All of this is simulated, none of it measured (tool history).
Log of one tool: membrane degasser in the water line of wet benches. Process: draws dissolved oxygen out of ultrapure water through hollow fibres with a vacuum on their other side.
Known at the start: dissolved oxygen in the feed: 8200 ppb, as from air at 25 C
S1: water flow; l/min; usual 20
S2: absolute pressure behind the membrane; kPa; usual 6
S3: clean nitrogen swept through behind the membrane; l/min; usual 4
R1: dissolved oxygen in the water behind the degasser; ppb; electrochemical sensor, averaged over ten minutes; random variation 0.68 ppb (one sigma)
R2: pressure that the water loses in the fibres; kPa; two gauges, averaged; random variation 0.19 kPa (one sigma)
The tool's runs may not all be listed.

Run 1, hour 0: usual settings. Result: R1 62.3 ppb, R2 41.58 kPa.
Run 2, hour 57.3: usual settings but S2 8.08 kPa. Result: R1 89.6 ppb, R2 41.91 kPa.
Run 3, hour 132.4: usual settings but S2 8.08 kPa. Result: R1 87.4 ppb, R2 41.73 kPa.
Run 4, hour 204.6: usual settings but S2 8.08 kPa. Result: R1 88 ppb, R2 41.3 kPa.
Run 5, hour 262.3: usual settings. Result: R1 62.9 ppb, R2 41.52 kPa.
Run 6, hour 297.6: usual settings. Result: R1 63.3 ppb, R2 41.64 kPa.
Run 7, hour 347.7: usual settings but S2 13.04 kPa. Result: R1 151 ppb, R2 41.52 kPa.
Run 8, hour 388.9: usual settings but S2 13.04 kPa. Result: R1 150.3 ppb, R2 41.3 kPa.
Run 9, hour 424.3: usual settings but S2 13.04 kPa. Result: R1 148 ppb, R2 41.04 kPa.
Run 10, hour 479.8: usual settings but S2 13.04 kPa. Result: R1 148.4 ppb, R2 41.41 kPa.
Run 11, hour 525.7: usual settings but S2 13.04 kPa. Result: R1 148.9 ppb, R2 41.54 kPa.
Run 12, hour 560.2: usual settings but S2 13.04 kPa. Result: R1 150.5 ppb, R2 41.64 kPa.
Run 13, hour 627: usual settings but S2 4.81 kPa. Result: R1 49.3 ppb, R2 41.26 kPa.
Run 14, hour 686.9: usual settings but S2 4.81 kPa, S3 3.09 l/min. Result: R1 55 ppb, R2 41.59 kPa.
Run 15, hour 723.4: usual settings but S2 4.81 kPa, S3 3.09 l/min. Result: R1 55 ppb, R2 41.9 kPa.
Run 16, hour 766.6: usual settings. Result: R1 64 ppb, R2 41.16 kPa.
Run 17, hour 822.3: usual settings but S2 11.76 kPa, S3 3.2 l/min. Result: R1 163.3 ppb, R2 41.81 kPa.
Run 18, hour 855: usual settings but S1 16 l/min, S2 4.09 kPa. Result: R1 21.4 ppb, R2 33.24 kPa.
Run 19, hour 902.5: usual settings but S1 22 l/min. Result: R1 78.1 ppb, R2 45.82 kPa.
Run 20, hour 973.7: usual settings but S1 22 l/min. Result: R1 79.7 ppb, R2 45.66 kPa.
Run 21, hour 1034.4: usual settings but S1 21 l/min, S2 12.47 kPa, S3 4.74 l/min. Result: R1 133.7 ppb, R2 43.33 kPa.
Run 22, hour 1085.7: usual settings but S1 21 l/min, S2 12.47 kPa, S3 4.74 l/min. Result: R1 138.4 ppb, R2 43.69 kPa.
Run 23, hour 1137.6: usual settings but S1 21 l/min, S2 12.47 kPa, S3 4.74 l/min. Result: R1 137.7 ppb, R2 44.01 kPa.
Run 24, hour 1170.4: usual settings but S1 24 l/min, S3 8.2 l/min. Result: R1 74.9 ppb, R2 49.95 kPa.
Run 25, hour 1211.7: usual settings but S2 3.93 kPa, S3 5.75 l/min. Result: R1 35.2 ppb, R2 41.13 kPa.
Run 26, hour 1279.1: usual settings but S1 21 l/min, S2 4.51 kPa, S3 5.75 l/min. Result: R1 46.9 ppb, R2 43.54 kPa.
Run 27, hour 1349.7: usual settings but S2 11.37 kPa, S3 2.29 l/min. Result: R1 201.3 ppb, R2 41.94 kPa.
Run 28, hour 1395.7: usual settings but S1 22 l/min, S2 5.35 kPa, S3 2.34 l/min. Result: R1 90.4 ppb, R2 45.79 kPa.
Run 29, hour 1449: usual settings but S1 15 l/min, S2 4.36 kPa, S3 7.67 l/min. Result: R1 15.6 ppb, R2 31.22 kPa.
Run 30, hour 1494: usual settings but S1 13 l/min. Result: R1 28.1 ppb, R2 27.1 kPa.
Run 31, hour 1543.9: usual settings but S1 25 l/min, S2 12.92 kPa, S3 2.12 l/min. Result: R1 326.4 ppb, R2 52.35 kPa.
Run 32, hour 1575.3: usual settings but S1 15 l/min, S2 4.78 kPa. Result: R1 24.7 ppb, R2 31.27 kPa.

The same runs without the tool's hidden state, with the same run-to-run variation:
The hidden state here: membrane still open, %; true pressure behind the membrane over the reading, kPa; air that leaks in behind the membrane, l/min; drift of the gauge itself on oxygen_ppb, %; drift of the gauge itself on loss_of_pressure_kpa, %.
run     R1     R2
  1   60.1  41.34
  2   86.5  41.66
  3   84.3  41.47
  4   84.7  41.03
  5   60.3  41.24
  6   60.6  41.35
  7  145.7  41.22
  8  144.9  40.99
  9  142.7  40.73
 10    143  41.09
 11  143.4   41.2
 12  144.8  41.31
 13   46.6  40.91
 14   51.9  41.23
 15   51.9  41.53
 16   60.7  40.79
 17  156.9  41.43
 18   19.7  32.93
 19   74.1  45.39
 20   75.6  45.21
 21    128  42.89
 22  132.5  43.24
 23  131.7  43.55
 24   70.8  49.42
 25   32.5  40.68
 26   43.6  43.05
 27  192.8  41.46
 28   84.6  45.26
 29   14.1  30.85
 30   25.6  26.77
 31  314.7  51.71
 32   22.3  30.88
